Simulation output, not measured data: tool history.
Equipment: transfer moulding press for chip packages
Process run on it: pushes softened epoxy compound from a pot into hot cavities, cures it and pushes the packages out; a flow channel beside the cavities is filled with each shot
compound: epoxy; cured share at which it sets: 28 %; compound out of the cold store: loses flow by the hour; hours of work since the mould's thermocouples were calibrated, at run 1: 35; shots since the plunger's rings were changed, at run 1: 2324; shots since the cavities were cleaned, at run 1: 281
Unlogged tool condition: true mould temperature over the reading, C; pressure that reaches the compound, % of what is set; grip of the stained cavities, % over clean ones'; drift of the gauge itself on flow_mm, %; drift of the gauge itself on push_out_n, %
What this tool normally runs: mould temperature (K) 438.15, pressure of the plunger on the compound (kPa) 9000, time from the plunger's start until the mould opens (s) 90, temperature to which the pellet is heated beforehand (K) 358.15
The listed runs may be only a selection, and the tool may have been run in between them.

run,hour,mould temperature (K),pressure of the plunger on the compound (kPa),time from the plunger's start until the mould opens (s),temperature to which the pellet is heated beforehand (K),hours of work since the mould's thermocouples were calibrated,shots since the plunger's rings were changed,shots since the cavities were cleaned,incoming compound's hours out of the cold store,length that the compound runs in the flow channel (mm),greatest force on the pins that push the packages out (N)
1,0,438.15,9000,90,358.15,35,2324,281,43.8,517,215
2,19.1,438.15,9000,90,358.15,47,2552,509,31.1,553,262
3,32,437.15,9000,90,358.15,55,2706,663,38.3,535,271
4,46.5,437.15,9000,90,358.15,63,2880,837,31.6,554,289
# hour 49.7: cavities cleaned with cleaning compound and waxed
5,60.6,438.15,9000,90,358.15,71,3030,130,42,522,209
6,69.8,438.15,9000,90,355.15,76,3140,240,13.9,606,224
7,83.5,438.15,9000,90,358.15,84,3303,403,45.1,513,242
# hour 101.4: plunger's sealing rings changed
8,107.4,438.15,9000,90,358.15,97,71,658,8.3,639,259
# hour 125.5: cavities cleaned with cleaning compound and waxed
9,130.8,438.15,9000,90,358.15,110,333,63,24,588,194
10,147.3,438.15,7280,90,358.15,120,530,260,28.5,514,226
11,161.2,438.15,7280,90,358.15,128,696,426,13.7,556,254
12,176.6,438.15,7280,90,358.15,138,880,610,36.5,493,243
13,191.9,438.15,8770,90,358.15,147,1063,793,18.4,592,271
# hour 195.9: mould's thermocouples calibrated
# hour 201.2: cavities cleaned with cleaning compound and waxed
14,209.4,438.15,9000,90,361.15,7,1229,97,43.9,526,204
15,224.9,438.15,9000,105,358.15,16,1414,282,12.2,618,204
16,239.9,438.15,9000,105,358.15,25,1593,461,42.1,527,211
17,257.2,438.15,9000,105,358.15,36,1800,668,43.5,525,216
# hour 274.6: cavities cleaned with cleaning compound and waxed
18,276.1,439.15,9000,79,358.15,46,2008,18,15.4,605,238
19,295.1,439.15,8260,90,358.15,57,2234,244,16.7,574,225
20,313.9,442.15,9210,90,358.15,69,2460,470,15,606,211
# hour 330.9: mould's thermocouples calibrated, once more
21,334.4,445.15,9000,114,366.15,2,2679,689,23.8,559,212
# hour 350.7: cavities cleaned with cleaning compound and waxed
22,358.5,445.15,10800,80,366.15,16,2950,93,34.6,581,178
23,369.6,439.15,9000,90,358.15,22,3083,226,47.6,505,212
24,391.8,438.15,7840,106,358.15,35,3347,490,40.2,492,215
# hour 406.3: plunger's sealing rings changed
25,413.9,438.15,7840,106,358.15,47,91,724,25.7,542,241
# hour 427.8: cavities cleaned with cleaning compound and waxed
26,433.4,437.15,7880,105,358.15,58,306,67,42.1,501,176
27,444,437.15,7880,105,358.15,64,433,194,28.8,534,194

Forecast each of these 5 alternatives for the next run:
A,461.6,430.15,9000,90,351.15,75,643,404,38.1,?,?
B,461.6,438.15,7870,90,358.15,75,643,404,20.9,?,?
C,461.6,439.15,6830,123,358.15,75,643,404,18.1,?,?
D,461.6,438.15,8900,90,358.15,75,643,404,31.9,?,?
E,461.6,435.15,9000,90,358.15,75,643,404,12.8,?,?

run,length that the compound runs in the flow channel (mm),greatest force on the pins that push the packages out (N)
A,564,417
B,554,244
C,523,195
D,559,239
E,630,300
With the hidden condition removed and each run's random variation left untouched, the same runs would have given:
run,length that the compound runs in the flow channel (mm),greatest force on the pins that push the packages out (N)
A,569,322
B,559,189
C,527,150
D,563,186
E,635,233
